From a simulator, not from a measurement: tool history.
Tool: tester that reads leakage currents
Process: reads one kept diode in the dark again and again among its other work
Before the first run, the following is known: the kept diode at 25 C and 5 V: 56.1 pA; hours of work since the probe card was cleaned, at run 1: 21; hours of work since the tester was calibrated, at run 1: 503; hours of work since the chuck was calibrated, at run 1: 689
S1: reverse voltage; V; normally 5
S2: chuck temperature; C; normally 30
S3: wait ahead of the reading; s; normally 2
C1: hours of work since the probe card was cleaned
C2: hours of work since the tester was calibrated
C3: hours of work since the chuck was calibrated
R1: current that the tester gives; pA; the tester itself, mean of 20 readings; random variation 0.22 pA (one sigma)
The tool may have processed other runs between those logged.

| run | day | S1 | S2 | S3 | C1 | C2 | C3 | R1 |
|---|---|---|---|---|---|---|---|---|
| 1 | 0 | 5 | 30 | 2 | 21 | 503 | 689 | 79.11 |
| 2 | 1.892 | 5 | 30 | 2 | 40 | 522 | 708 | 79.43 |
| 3 | 2.838 | 5 | 30 | 3.79 | 49 | 531 | 717 | 78.84 |
| 4 | 4.592 | 5 | 30 | 3.79 | 66 | 548 | 735 | 78.92 |
| 5 | 6.175 | 5 | 30 | 2 | 82 | 564 | 750 | 79.23 |
| 6 | 7.083 | 5 | 30 | 2 | 91 | 573 | 759 | 79.2 |
| 7 | 8.267 | 5 | 30 | 2 | 102 | 584 | 771 | 78.81 |
| 8 | 10.012 | 5 | 30 | 1.23 | 119 | 601 | 788 | 79.43 |
| 9 | 11.288 | 5 | 30 | 1.23 | 132 | 614 | 800 | 79.42 |
| 10 | 12.071 | 1.2 | 28 | 2 | 139 | 622 | 808 | 34.37 |
| 11 | 13.662 | 1.2 | 20 | 0.31 | 155 | 637 | 824 | 19.2 |
| 12 | 15.208 | 1.2 | 20 | 0.31 | 170 | 653 | 839 | 19.19 |
| 13 | 16.429 | 1.94 | 46 | 7.62 | 182 | 664 | 851 | 156.54 |
| 14 | 17.396 | 1.02 | 29 | 3.82 | 192 | 674 | 860 | 34.27 |

What does the tool deliver on the next run?
| 15 | 19.212 | 5 | 52 | 2 | 210 | 692 | 878 | ? |

R1: 365.07 pA
Take away the tool's hidden state, keep the run-to-run variation as it was, and the same run would have given R1 381.09 pA.
